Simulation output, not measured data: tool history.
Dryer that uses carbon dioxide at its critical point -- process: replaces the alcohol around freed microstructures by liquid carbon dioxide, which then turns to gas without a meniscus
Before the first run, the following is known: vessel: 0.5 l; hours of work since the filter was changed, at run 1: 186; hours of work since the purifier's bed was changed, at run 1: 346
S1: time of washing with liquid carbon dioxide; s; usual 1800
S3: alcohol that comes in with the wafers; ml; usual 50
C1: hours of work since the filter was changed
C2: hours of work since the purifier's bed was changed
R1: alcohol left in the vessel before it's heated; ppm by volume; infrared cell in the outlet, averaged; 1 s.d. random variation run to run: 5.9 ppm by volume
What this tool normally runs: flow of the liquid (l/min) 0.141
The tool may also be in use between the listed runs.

Run 1, hour 0: usual settings; C1 186; C2 346. Result: R1 397 ppm by volume.
Run 2, hour 14.6: usual settings; C1 194; C2 354. Result: R1 398 ppm by volume.
Run 3, hour 25.3: usual settings; C1 200; C2 360. Result: R1 386 ppm by volume.
Run 4, hour 35.7: usual settings but flow of the liquid (l/min) 0.187; C1 206; C2 366. Result: R1 136 ppm by volume.
Run 5, hour 50.2: usual settings but S1 1320 s; C1 215; C2 375. Result: R1 1552 ppm by volume.
Run 6, hour 57.8: usual settings but S1 2460 s; C1 219; C2 379. Result: R1 129 ppm by volume.
Run 7, hour 74.4: usual settings; C1 229; C2 389. Result: R1 439 ppm by volume.
Run 8, hour 92.4: usual settings but S1 1200 s, flow of the liquid (l/min) 0.086, S3 27 ml; C1 239; C2 399. Result: R1 5851 ppm by volume.
Run 9, hour 108.5: usual settings but S1 1200 s, flow of the liquid (l/min) 0.086, S3 27 ml; C1 248; C2 409. Result: R1 5956 ppm by volume.
Run 10, hour 118.6: usual settings but S1 1200 s, flow of the liquid (l/min) 0.086, S3 27 ml; C1 254; C2 414. Result: R1 5910 ppm by volume.
At hour 126.5: inlet filter changed.
Run 11, hour 137.4: usual settings but S1 1440 s, flow of the liquid (l/min) 0.086, S3 27 ml; C1 6; C2 425. Result: R1 3057 ppm by volume.
Run 12, hour 146.6: usual settings but S1 1920 s, flow of the liquid (l/min) 0.197, S3 83 ml; C1 12; C2 430. Result: R1 114 ppm by volume.
Run 13, hour 160: usual settings but S1 1320 s, flow of the liquid (l/min) 0.197, S3 83 ml; C1 19; C2 438. Result: R1 374 ppm by volume.

What differs in the tool's unlogged condition from the final listed run ahead of each entry between runs to the first listed run following it?
Between runs 10 and 11: inlet filter changed (hour 126.5)
  flow that reaches the vessel past the clogged filter, %: 91.3 -> 99.6; alcohol in the recycled carbon dioxide, ppm: 103 -> 105.3
  difference, measured minus the result without the unlogged condition, R1: +1207 -> +137 ppm by volume
